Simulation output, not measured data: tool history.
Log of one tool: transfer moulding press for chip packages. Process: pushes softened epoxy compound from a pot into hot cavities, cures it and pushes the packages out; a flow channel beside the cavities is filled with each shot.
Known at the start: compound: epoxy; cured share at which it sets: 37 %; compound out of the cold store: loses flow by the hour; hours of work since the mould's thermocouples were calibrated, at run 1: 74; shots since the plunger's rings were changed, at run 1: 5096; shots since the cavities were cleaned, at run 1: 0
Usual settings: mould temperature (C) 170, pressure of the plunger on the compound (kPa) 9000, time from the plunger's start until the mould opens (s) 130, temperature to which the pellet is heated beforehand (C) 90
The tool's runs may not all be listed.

| run | hour | mould temperature (C) | pressure of the plunger on the compound (kPa) | time from the plunger's start until the mould opens (s) | temperature to which the pellet is heated beforehand (C) | hours of work since the mould's thermocouples were calibrated | shots since the plunger's rings were changed | shots since the cavities were cleaned | incoming compound's hours out of the cold store | length that the compound runs in the flow channel (mm) | greatest force on the pins that push the packages out (N) |
|---|---|---|---|---|---|---|---|---|---|---|---|
| 1 | 0 | 170 | 9000 | 130 | 90 | 74 | 5096 | 0 | 33.6 | 729 | 442 |
| 2 | 36.3 | 170 | 9000 | 130 | 82 | 90 | 5311 | 215 | 31.3 | 716 | 681 |
|  | 83.7 | cavities cleaned with cleaning compound and waxed |
| 3 | 99.7 | 170 | 9000 | 130 | 82 | 116 | 5678 | 94 | 38.1 | 704 | 583 |
|  | 141.9 | plunger's sealing rings changed |
|  | 169.7 | cavities cleaned with cleaning compound and waxed |
| 4 | 184 | 170 | 9000 | 130 | 82 | 150 | 240 | 84 | 29.6 | 772 | 544 |
| 5 | 233.8 | 170 | 9000 | 130 | 82 | 171 | 536 | 380 | 41.8 | 731 | 752 |
|  | 252.1 | cavities cleaned with cleaning compound and waxed |
| 6 | 293.4 | 170 | 9000 | 130 | 90 | 196 | 880 | 245 | 19.7 | 804 | 705 |
|  | 339.9 | cavities cleaned with cleaning compound and waxed |
| 7 | 339.9 | 170 | 9000 | 130 | 90 | 215 | 1147 | 0 | 10.3 | 826 | 441 |
|  | 422.3 | cavities cleaned with cleaning compound and waxed |
| 8 | 422.3 | 170 | 9000 | 130 | 90 | 249 | 1626 | 0 | 31 | 764 | 423 |
| 9 | 459.3 | 170 | 10630 | 130 | 90 | 265 | 1845 | 219 | 34.1 | 816 | 675 |
|  | 506.2 | cavities cleaned with cleaning compound and waxed |
| 10 | 526.5 | 170 | 10630 | 130 | 90 | 293 | 2235 | 120 | 45.6 | 768 | 602 |
|  | 593.7 | cavities cleaned with cleaning compound and waxed |
| 11 | 615.3 | 170 | 10630 | 130 | 90 | 330 | 2752 | 128 | 47.3 | 769 | 606 |
| 12 | 661.9 | 170 | 8580 | 130 | 90 | 350 | 3029 | 405 | 11 | 796 | 826 |
|  | 676.3 | cavities cleaned with cleaning compound and waxed |
| 13 | 713.3 | 170 | 8580 | 111 | 90 | 371 | 3325 | 220 | 23.7 | 752 | 859 |
|  | 764.2 | cavities cleaned with cleaning compound and waxed |
| 14 | 767.5 | 170 | 9000 | 130 | 90 | 393 | 3637 | 20 | 16 | 795 | 496 |
| 15 | 826.5 | 170 | 9610 | 130 | 99 | 418 | 3987 | 370 | 14.6 | 821 | 813 |
|  | 846.9 | cavities cleaned with cleaning compound and waxed |
| 16 | 901.8 | 168 | 9000 | 130 | 90 | 450 | 4424 | 325 | 43.7 | 720 | 821 |
|  | 935.5 | cavities cleaned with cleaning compound and waxed |
| 17 | 967.3 | 175 | 8640 | 130 | 90 | 477 | 4803 | 188 | 44.8 | 671 | 585 |
| 18 | 1015.6 | 166 | 8640 | 113 | 90 | 497 | 5090 | 475 | 17.2 | 761 | 1345 |
|  | 1023.5 | cavities cleaned with cleaning compound and waxed |
| 19 | 1090 | 173 | 9000 | 130 | 85 | 528 | 5522 | 394 | 40 | 697 | 748 |
|  | 1107 | cavities cleaned with cleaning compound and waxed |
| 20 | 1143.9 | 170 | 8360 | 130 | 99 | 551 | 5833 | 219 | 32.5 | 695 | 692 |
|  | 1158.5 | plunger's sealing rings changed |
|  | 1193.9 | cavities cleaned with cleaning compound and waxed |
| 21 | 1211.3 | 168 | 9780 | 121 | 93 | 577 | 304 | 103 | 28.7 | 817 | 759 |
| 22 | 1261.5 | 171 | 9780 | 113 | 95 | 599 | 602 | 401 | 14.6 | 853 | 974 |
|  | 1276.7 | cavities cleaned with cleaning compound and waxed |
| 23 | 1326.9 | 174 | 9780 | 113 | 85 | 626 | 981 | 298 | 20.4 | 821 | 741 |
|  | 1359.8 | cavities cleaned with cleaning compound and waxed |
| 24 | 1410.4 | 169 | 8810 | 152 | 85 | 661 | 1466 | 299 | 8.3 | 832 | 722 |
|  | 1442.6 | cavities cleaned with cleaning compound and waxed |
| 25 | 1452.8 | 170 | 8000 | 134 | 90 | 678 | 1709 | 60 | 33.5 | 712 | 516 |
|  | 1525.7 | cavities cleaned with cleaning compound and waxed |
| 26 | 1540.2 | 167 | 9510 | 124 | 96 | 715 | 2219 | 87 | 11 | 857 | 760 |
|  | 1607.7 | cavities cleaned with cleaning compound and waxed |
| 27 | 1611.7 | 178 | 10890 | 130 | 90 | 744 | 2634 | 24 | 32.6 | 789 | 462 |

3 ways to go on from here, each from the tool as it stands after run 27. What would each give?
|  | 1693.4 | cavities cleaned with cleaning compound and waxed |
| A | 1699.4 | 171 | 10890 | 130 | 82 | 781 | 3145 | 36 | 15.1 | ? | ? |
|  | 1693.4 | cavities cleaned with cleaning compound and waxed |
| B | 1699.4 | 178 | 7270 | 115 | 90 | 781 | 3145 | 36 | 23.4 | ? | ? |
|  | 1693.4 | cavities cleaned with cleaning compound and waxed |
| C | 1699.4 | 170 | 6980 | 127 | 84 | 781 | 3145 | 36 | 8.5 | ? | ? |

| run | length that the compound runs in the flow channel (mm) | greatest force on the pins that push the packages out (N) |
|---|---|---|
| A | 872 | 491 |
| B | 672 | 479 |
| C | 732 | 541 |
Without the tool's hidden state the same runs would have given:
| run | length that the compound runs in the flow channel (mm) | greatest force on the pins that push the packages out (N) |
|---|---|---|
| A | 903 | 432 |
| B | 696 | 430 |
| C | 757 | 470 |

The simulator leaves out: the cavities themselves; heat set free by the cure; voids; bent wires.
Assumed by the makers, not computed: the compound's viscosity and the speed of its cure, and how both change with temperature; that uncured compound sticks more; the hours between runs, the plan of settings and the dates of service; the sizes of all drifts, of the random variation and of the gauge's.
